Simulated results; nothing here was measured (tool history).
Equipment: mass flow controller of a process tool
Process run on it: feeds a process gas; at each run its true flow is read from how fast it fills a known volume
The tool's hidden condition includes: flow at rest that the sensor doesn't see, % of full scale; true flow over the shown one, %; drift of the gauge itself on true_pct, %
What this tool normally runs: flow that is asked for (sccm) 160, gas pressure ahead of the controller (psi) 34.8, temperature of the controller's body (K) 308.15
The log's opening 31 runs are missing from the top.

run,hour,flow that is asked for (sccm),gas pressure ahead of the controller (psi),temperature of the controller's body (K),hours of work since the controller was set to zero,hours of work since the controller was changed,true flow (%)
32,3467.5,32,30,305.15,4104,4104,95.68
33,3547.5,160,40.3,303.15,4146,4146,99.41
34,3621.1,152,25.5,294.15,4185,4185,100.95
35,3706,62,24.4,308.15,4230,4230,97.82
36,3836.2,112,24.4,308.15,4299,4299,98.97
37,3938.3,160,24.1,303.15,4353,4353,100.31
38,4010.1,32,26.8,300.15,4392,4392,96.25
39,4151.7,86,29.6,300.15,4467,4467,99.01
40,4306.7,86,29.6,300.15,4549,4549,99.05
41,4430.5,36,34.8,308.15,4615,4615,95.51
42,4538.6,36,34.8,308.15,4672,4672,95.3
43,4671.1,70,28.6,303.15,4742,4742,98.25

Each row is a separate what-if for the run after 43, all from the same tool condition, not one after another. Results?
A,4794.8,160,23.8,308.15,4808,4808,?
B,4794.8,43,22,295.15,4808,4808,?
C,4794.8,93,26.3,300.15,4808,4808,?

run,true flow (%)
A,99.7
B,97.89
C,99.38
Take away the tool's hidden state, keep each run's random variation, and the runs would have read:
run,true flow (%)
A,98.86
B,99.57
C,99.2

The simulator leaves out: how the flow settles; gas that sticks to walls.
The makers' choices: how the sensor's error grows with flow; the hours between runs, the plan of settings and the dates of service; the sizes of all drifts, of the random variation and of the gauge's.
